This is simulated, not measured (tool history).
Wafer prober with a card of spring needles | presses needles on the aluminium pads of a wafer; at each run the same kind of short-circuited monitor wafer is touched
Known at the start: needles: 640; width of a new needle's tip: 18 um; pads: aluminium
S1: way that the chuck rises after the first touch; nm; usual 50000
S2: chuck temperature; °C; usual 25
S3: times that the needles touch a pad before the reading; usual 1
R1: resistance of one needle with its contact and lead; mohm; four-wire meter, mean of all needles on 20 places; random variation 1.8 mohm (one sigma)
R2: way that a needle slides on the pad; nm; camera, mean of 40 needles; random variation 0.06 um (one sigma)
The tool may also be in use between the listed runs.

| run | day | S1 | S2 | S3 | R1 | R2 |
|---|---|---|---|---|---|---|
| 1 | 0 | 50000 | 25 | 1 | 327 | 10540 |
|  | 0.225 | tips cleaned on abrasive film |
| 2 | 0.421 | 50000 | 25 | 1 | 240 | 10660 |
| 3 | 0.854 | 50000 | 25 | 1 | 296 | 10570 |
| 4 | 1.288 | 50000 | 25 | 1 | 326 | 10530 |
|  | 1.592 | tips cleaned on abrasive film |
| 5 | 1.604 | 37000 | 25 | 1 | 223 | 7830 |
| 6 | 1.912 | 37000 | 25 | 1 | 346 | 7750 |
| 7 | 2.142 | 37000 | 25 | 1 | 390 | 7830 |
| 8 | 2.421 | 37000 | 25 | 1 | 429 | 7800 |
| 9 | 2.725 | 37000 | 25 | 1 | 450 | 7780 |
|  | 2.938 | tips cleaned on abrasive film |
| 10 | 2.938 | 55000 | 25 | 1 | 196 | 11590 |
| 11 | 3.212 | 55000 | 25 | 1 | 248 | 11470 |
| 12 | 3.558 | 55000 | 25 | 1 | 279 | 11520 |
| 13 | 3.883 | 55000 | 25 | 1 | 301 | 11670 |
|  | 4.312 | tips cleaned on abrasive film |
| 14 | 4.312 | 55000 | 25 | 1 | 192 | 11550 |
| 15 | 4.558 | 55000 | 25 | 1 | 244 | 11560 |
| 16 | 4.971 | 55000 | 25 | 1 | 292 | 11570 |
| 17 | 5.458 | 55000 | 25 | 1 | 313 | 11700 |
|  | 5.675 | tips cleaned on abrasive film |
| 18 | 5.7 | 55000 | 53 | 1 | 208 | 11530 |
| 19 | 6.012 | 50000 | 44 | 1 | 275 | 10510 |
| 20 | 6.488 | 50000 | 44 | 1 | 328 | 10430 |
| 21 | 6.838 | 46000 | 44 | 2 | 287 | 9650 |
|  | 7.046 | tips cleaned on abrasive film |
| 22 | 7.308 | 46000 | 44 | 2 | 240 | 9600 |
| 23 | 7.583 | 51000 | 44 | 2 | 255 | 10650 |
| 24 | 7.875 | 49000 | 32 | 2 | 266 | 10280 |
| 25 | 8.371 | 48000 | 42 | 1 | 348 | 10090 |
|  | 8.4 | tips cleaned on abrasive film |
| 26 | 8.625 | 48000 | 42 | 1 | 252 | 9910 |
| 27 | 9.129 | 48000 | 42 | 1 | 325 | 9990 |
| 28 | 9.55 | 50000 | 76 | 2 | 277 | 10560 |
|  | 9.758 | tips cleaned on abrasive film |
| 29 | 9.758 | 50000 | 76 | 2 | 199 | 10370 |
| 30 | 10.004 | 58000 | 115 | 1 | 251 | 11970 |
| 31 | 10.45 | 56000 | 77 | 3 | 229 | 11840 |
| 32 | 10.738 | 50000 | 25 | 3 | 239 | 10400 |
| 33 | 11.033 | 50000 | 33 | 1 | 343 | 10330 |
|  | 11.138 | tips cleaned on abrasive film |
| 34 | 11.342 | 67000 | 65 | 3 | 203 | 14010 |

Forecast each of these 4 alternatives for the next run:
| A | 11.621 | 50000 | 59 | 1 | ? | ? |
| B | 11.621 | 59000 | 94 | 2 | ? | ? |
| C | 11.621 | 49000 | 65 | 3 | ? | ? |
| D | 11.621 | 50000 | 25 | 1 | ? | ? |

| run | R1 | R2 |
|---|---|---|
| A | 300 | 10440 |
| B | 238 | 12360 |
| C | 234 | 10160 |
| D | 297 | 10290 |
Without the tool's hidden state the same runs would have given:
| run | R1 | R2 |
|---|---|---|
| A | 190 | 10780 |
| B | 192 | 12700 |
| C | 193 | 10500 |
| D | 182 | 10620 |

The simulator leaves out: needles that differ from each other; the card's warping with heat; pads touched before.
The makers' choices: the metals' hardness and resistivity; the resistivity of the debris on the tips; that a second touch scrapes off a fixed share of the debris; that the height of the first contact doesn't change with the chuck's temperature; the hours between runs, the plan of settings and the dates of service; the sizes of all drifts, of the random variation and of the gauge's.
